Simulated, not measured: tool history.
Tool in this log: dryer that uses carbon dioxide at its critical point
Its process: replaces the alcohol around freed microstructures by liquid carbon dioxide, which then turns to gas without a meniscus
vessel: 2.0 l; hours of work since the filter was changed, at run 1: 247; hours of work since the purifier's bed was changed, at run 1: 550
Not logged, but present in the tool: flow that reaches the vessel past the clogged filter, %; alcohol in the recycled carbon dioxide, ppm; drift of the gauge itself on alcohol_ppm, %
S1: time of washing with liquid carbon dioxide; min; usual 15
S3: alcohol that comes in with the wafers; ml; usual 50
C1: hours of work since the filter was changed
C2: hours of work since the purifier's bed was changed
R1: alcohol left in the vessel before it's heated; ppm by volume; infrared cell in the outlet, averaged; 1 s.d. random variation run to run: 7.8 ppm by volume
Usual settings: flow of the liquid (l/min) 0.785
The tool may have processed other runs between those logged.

Run 1, day 0.000: usual settings; C1 247; C2 550. Result: R1 646 ppm by volume.
Run 2, day 0.958: usual settings; C1 263; C2 565. Result: R1 659 ppm by volume.
Run 3, day 1.750: usual settings; C1 275; C2 578. Result: R1 682 ppm by volume.
Run 4, day 2.188: usual settings but flow of the liquid (l/min) 0.884; C1 283; C2 585. Result: R1 460 ppm by volume.
Run 5, day 3.033: usual settings but flow of the liquid (l/min) 0.884; C1 296; C2 599. Result: R1 494 ppm by volume.
Run 6, day 3.892: usual settings but flow of the liquid (l/min) 0.668; C1 310; C2 613. Result: R1 1113 ppm by volume.
Run 7, day 4.667: usual settings but flow of the liquid (l/min) 0.668; C1 323; C2 626. Result: R1 1123 ppm by volume.
Run 8, day 5.692: usual settings but S1 22 min, flow of the liquid (l/min) 0.619; C1 339; C2 642. Result: R1 452 ppm by volume.
Run 9, day 6.242: usual settings but S1 20 min, flow of the liquid (l/min) 0.878, S3 42 ml; C1 348; C2 651. Result: R1 207 ppm by volume.
Run 10, day 7.108: usual settings but S1 20 min, flow of the liquid (l/min) 0.878, S3 42 ml; C1 362; C2 665. Result: R1 216 ppm by volume.

Predict the results of run 11:
Run 11, day 8.046: usual settings but flow of the liquid (l/min) 0.828, S3 30 ml; C1 378; C2 680. Result: R1 ?.

R1: 447 ppm by volume
The same run, on a tool lacking any hidden state, would have yielded R1 193 ppm by volume.

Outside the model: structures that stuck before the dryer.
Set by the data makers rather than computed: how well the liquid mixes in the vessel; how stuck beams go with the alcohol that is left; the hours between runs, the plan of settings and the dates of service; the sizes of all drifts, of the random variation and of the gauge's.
